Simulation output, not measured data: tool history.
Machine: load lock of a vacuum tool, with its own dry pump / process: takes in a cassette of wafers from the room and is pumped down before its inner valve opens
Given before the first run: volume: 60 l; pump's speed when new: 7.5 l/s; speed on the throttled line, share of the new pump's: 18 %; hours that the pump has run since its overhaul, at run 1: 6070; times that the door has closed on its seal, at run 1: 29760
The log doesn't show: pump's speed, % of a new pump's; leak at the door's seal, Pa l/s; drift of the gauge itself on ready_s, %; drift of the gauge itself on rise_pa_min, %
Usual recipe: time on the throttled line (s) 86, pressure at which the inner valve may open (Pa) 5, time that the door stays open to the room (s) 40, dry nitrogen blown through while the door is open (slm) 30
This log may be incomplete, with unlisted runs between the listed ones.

run	day	time on the throttled line (s)	pressure at which the inner valve may open (Pa)	time that the door stays open to the room (s)	dry nitrogen blown through while the door is open (slm)	hours that the pump has run since its overhaul	times that the door has closed on its seal	incoming humidity of the room's air, %	time from the closed door until the inner valve may open (s)	rise of the pressure with all valves shut (Pa/min)
1	0.000	86	5	40	30	6070	29760	46.9	152.5	0.093
2	18.204	86	5	40	30	6507	31368	43.3	152.3	0.099
3	26.804	86	5	40	30	6714	32127	44.8	153.0	0.107
4	39.896	86	5	40	30	7028	33283	46.1	152.4	0.110
5	59.921	86	5	40	30	7508	35052	44.1	153.6	0.122
6	70.842	86	5	40	30	7770	36016	45.1	152.2	0.120
7	80.867	86	5	40	30	8011	36901	46.0	155.2	0.120
8	93.483	124	5	40	30	8314	38015	45.8	185.2	0.125
9	108.542	124	5	40	30	8675	39345	42.3	185.8	0.131
10	116.979	124	5	40	19	8878	40090	46.8	185.4	0.147
11	129.183	161	5	56	30	9171	41168	44.2	216.6	0.141
12	144.417	141	8	51	21	9536	42513	44.5	197.1	0.151
13	156.808	66	4	234	11	9834	43608	44.8	141.1	0.227
14	167.738	86	5	231	30	10096	44573	45.5	157.4	0.205
# day 173.500: door's seal changed, seat wiped
15	183.771	86	5	116	12	10479	907	44.5	156.4	0.064
16	197.146	77	5	40	15	10800	2088	44.1	148.8	0.036

Run 17 has not been measured yet. What should we expect?
17	217.471	86	5	63	5	11288	3883	45.6	?	?

{"run 17": {"time from the closed door until the inner valve may open (s)": 156.0, "rise of the pressure with all valves shut (Pa/min)": 0.065}}
Take away the tool's hidden state, keep the run-to-run variation as it was, and the same run would have given time from the closed door until the inner valve may open (s) 151.2, rise of the pressure with all valves shut (Pa/min) 0.060.
